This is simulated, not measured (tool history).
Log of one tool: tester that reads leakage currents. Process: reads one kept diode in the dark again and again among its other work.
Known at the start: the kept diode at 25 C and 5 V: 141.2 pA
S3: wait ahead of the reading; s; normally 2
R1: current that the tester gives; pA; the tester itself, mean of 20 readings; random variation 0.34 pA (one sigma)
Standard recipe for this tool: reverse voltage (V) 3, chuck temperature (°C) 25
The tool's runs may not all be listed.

run 1 hour=0 | reverse_voltage_(V)=3 chuck_temperature_(°C)=25 S3=2 | R1=111.78
run 2 hour=26 | reverse_voltage_(V)=3 chuck_temperature_(°C)=25 S3=2 | R1=111.16
run 3 hour=78.9 | reverse_voltage_(V)=3 chuck_temperature_(°C)=25 S3=2 | R1=111.05
run 4 hour=104.5 | reverse_voltage_(V)=3 chuck_temperature_(°C)=25 S3=2 | R1=111.5
run 5 hour=133.4 | reverse_voltage_(V)=3 chuck_temperature_(°C)=25 S3=0.81 | R1=111.88
run 6 hour=187.3 | reverse_voltage_(V)=3 chuck_temperature_(°C)=25 S3=0.81 | R1=111.59
run 7 hour=234.7 | reverse_voltage_(V)=3 chuck_temperature_(°C)=25 S3=2 | R1=111.72
run 8 hour=274.4 | reverse_voltage_(V)=1.09 chuck_temperature_(°C)=25 S3=2 | R1=70.11
run 9 hour=314.5 | reverse_voltage_(V)=1.09 chuck_temperature_(°C)=25 S3=2 | R1=69.51
run 10 hour=367.5 | reverse_voltage_(V)=16.25 chuck_temperature_(°C)=25 S3=2 | R1=245.55
run 11 hour=406.8 | reverse_voltage_(V)=16.25 chuck_temperature_(°C)=25 S3=2 | R1=245.66
run 12 hour=441.1 | reverse_voltage_(V)=16.25 chuck_temperature_(°C)=25 S3=2 | R1=244.73
run 13 hour=467.4 | reverse_voltage_(V)=16.25 chuck_temperature_(°C)=25 S3=2 | R1=244.73
run 14 hour=504.3 | reverse_voltage_(V)=3 chuck_temperature_(°C)=23 S3=2 | R1=92.94
run 15 hour=528.8 | reverse_voltage_(V)=3 chuck_temperature_(°C)=23 S3=2 | R1=93.43
run 16 hour=578.3 | reverse_voltage_(V)=3 chuck_temperature_(°C)=25 S3=2 | R1=111.59
-- hour=619.2 probe card cleaned and baked
run 17 hour=619.8 | reverse_voltage_(V)=3 chuck_temperature_(°C)=25 S3=2 | R1=111.25
run 18 hour=672.1 | reverse_voltage_(V)=3 chuck_temperature_(°C)=25 S3=2 | R1=111.24
run 19 hour=696.2 | reverse_voltage_(V)=3 chuck_temperature_(°C)=25 S3=2 | R1=111.35
run 20 hour=734 | reverse_voltage_(V)=3 chuck_temperature_(°C)=25 S3=2 | R1=111.59
run 21 hour=782.1 | reverse_voltage_(V)=3 chuck_temperature_(°C)=48 S3=2 | R1=750.45
run 22 hour=805.6 | reverse_voltage_(V)=3 chuck_temperature_(°C)=48 S3=7.48 | R1=751.92
run 23 hour=845.1 | reverse_voltage_(V)=12.41 chuck_temperature_(°C)=48 S3=7.48 | R1=1451
run 24 hour=870.3 | reverse_voltage_(V)=15.18 chuck_temperature_(°C)=25 S3=1.32 | R1=237.65
run 25 hour=916.4 | reverse_voltage_(V)=15.18 chuck_temperature_(°C)=26 S3=0.87 | R1=259.78
run 26 hour=966.1 | reverse_voltage_(V)=14.16 chuck_temperature_(°C)=39 S3=7.31 | R1=757.23
-- hour=999 chuck's temperature calibrated
run 27 hour=1016.6 | reverse_voltage_(V)=3.86 chuck_temperature_(°C)=25 S3=7.31 | R1=125.52
run 28 hour=1052.7 | reverse_voltage_(V)=7.01 chuck_temperature_(°C)=25 S3=0.77 | R1=165.66
run 29 hour=1095.9 | reverse_voltage_(V)=19.04 chuck_temperature_(°C)=52 S3=1.51 | R1=2384.83
run 30 hour=1146.2 | reverse_voltage_(V)=10.74 chuck_temperature_(°C)=43 S3=0.97 | R1=919.56
run 31 hour=1169.3 | reverse_voltage_(V)=1.29 chuck_temperature_(°C)=35 S3=6.22 | R1=178.44
run 32 hour=1217.8 | reverse_voltage_(V)=1.29 chuck_temperature_(°C)=57 S3=1.66 | R1=993.72
run 33 hour=1271.2 | reverse_voltage_(V)=1.16 chuck_temperature_(°C)=37 S3=1.66 | R1=201.9
run 34 hour=1304.8 | reverse_voltage_(V)=1.16 chuck_temperature_(°C)=37 S3=1.66 | R1=201.5
run 35 hour=1334 | reverse_voltage_(V)=9.49 chuck_temperature_(°C)=21 S3=1.24 | R1=133.19
run 36 hour=1360.1 | reverse_voltage_(V)=4.31 chuck_temperature_(°C)=41 S3=2 | R1=513.97
run 37 hour=1384.7 | reverse_voltage_(V)=4.31 chuck_temperature_(°C)=41 S3=2 | R1=511.59
run 38 hour=1432.1 | reverse_voltage_(V)=19.27 chuck_temperature_(°C)=21 S3=0.81 | R1=185.65
run 39 hour=1460.9 | reverse_voltage_(V)=19.27 chuck_temperature_(°C)=21 S3=0.81 | R1=185.08

Forecast each of these 5 alternatives for the next run:
run A hour=1500.9 | reverse_voltage_(V)=2.06 chuck_temperature_(°C)=21 S3=1.22 | R1=?
run B hour=1500.9 | reverse_voltage_(V)=3.27 chuck_temperature_(°C)=56 S3=0.78 | R1=?
run C hour=1500.9 | reverse_voltage_(V)=1.52 chuck_temperature_(°C)=21 S3=1.37 | R1=?
run D hour=1500.9 | reverse_voltage_(V)=15.89 chuck_temperature_(°C)=33 S3=2.33 | R1=?
run E hour=1500.9 | reverse_voltage_(V)=1.49 chuck_temperature_(°C)=39 S3=5.11 | R1=?

run=A R1=65.31
run=B R1=1424.34
run=C R1=56.55
run=D R1=486.94
run=E R1=265.66
With no hidden state in the tool, these same runs would have given:
run=A R1=65.28
run=B R1=1424.1
run=C R1=56.52
run=D R1=486.64
run=E R1=265.6

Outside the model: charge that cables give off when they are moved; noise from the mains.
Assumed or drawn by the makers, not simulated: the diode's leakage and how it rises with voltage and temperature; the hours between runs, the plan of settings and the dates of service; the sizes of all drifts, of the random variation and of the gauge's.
